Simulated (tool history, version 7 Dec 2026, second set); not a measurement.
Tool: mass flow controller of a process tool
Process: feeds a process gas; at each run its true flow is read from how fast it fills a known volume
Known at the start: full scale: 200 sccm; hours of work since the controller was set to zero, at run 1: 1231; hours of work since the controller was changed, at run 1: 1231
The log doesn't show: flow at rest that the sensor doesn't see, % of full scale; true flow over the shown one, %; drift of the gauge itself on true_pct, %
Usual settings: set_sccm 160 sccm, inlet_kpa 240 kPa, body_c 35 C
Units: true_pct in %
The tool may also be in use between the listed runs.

| run | hour | set_sccm | inlet_kpa | body_c | hours of work since the controller was set to zero | hours of work since the controller was changed | true_pct |
|---|---|---|---|---|---|---|---|
| 1 | 0 | 160 | 240 | 35 | 1231 | 1231 | 101.9 |
| 2 | 160 | 160 | 240 | 35 | 1346 | 1346 | 101.94 |
| 3 | 386.7 | 160 | 240 | 35 | 1510 | 1510 | 101.94 |
| 4 | 522.7 | 160 | 240 | 35 | 1608 | 1608 | 102.15 |
| 5 | 638.3 | 160 | 240 | 35 | 1691 | 1691 | 102.23 |
| 6 | 772.6 | 160 | 143 | 35 | 1788 | 1788 | 101.9 |
| 7 | 1020.1 | 160 | 143 | 35 | 1967 | 1967 | 102.01 |
| 8 | 1162.6 | 160 | 143 | 35 | 2070 | 2070 | 101.83 |
| 9 | 1398.5 | 160 | 143 | 35 | 2240 | 2240 | 102.14 |
| 10 | 1653.1 | 45 | 239 | 25 | 2424 | 2424 | 101.73 |
| 11 | 1776.9 | 45 | 239 | 25 | 2513 | 2513 | 102.08 |
| 12 | 2007.9 | 45 | 239 | 25 | 2680 | 2680 | 102.16 |
| 13 | 2192.9 | 45 | 239 | 25 | 2813 | 2813 | 102.38 |
| 14 | 2392.9 | 160 | 236 | 35 | 2957 | 2957 | 103.22 |
| 15 | 2647.2 | 45 | 240 | 39 | 3141 | 3141 | 104.01 |
| 16 | 2845.2 | 45 | 240 | 39 | 3284 | 3284 | 104.4 |
| 17 | 3119.5 | 108 | 265 | 22 | 3481 | 3481 | 102.18 |
| 18 | 3230.4 | 200 | 240 | 27 | 3561 | 3561 | 103.33 |

4 ways to go on from here, each from the tool as it stands after run 18. What would each give?
| A | 3422.3 | 200 | 240 | 23 | 3700 | 3700 | ? |
| B | 3422.3 | 200 | 156 | 27 | 3700 | 3700 | ? |
| C | 3422.3 | 21 | 245 | 23 | 3700 | 3700 | ? |
| D | 3422.3 | 160 | 191 | 35 | 3700 | 3700 | ? |

| run | true_pct |
|---|---|
| A | 102.93 |
| B | 102.99 |
| C | 106.69 |
| D | 103.47 |
Without the tool's hidden state the same runs would have given:
| run | true_pct |
|---|---|
| A | 99.92 |
| B | 99.97 |
| C | 97.67 |
| D | 100.27 |

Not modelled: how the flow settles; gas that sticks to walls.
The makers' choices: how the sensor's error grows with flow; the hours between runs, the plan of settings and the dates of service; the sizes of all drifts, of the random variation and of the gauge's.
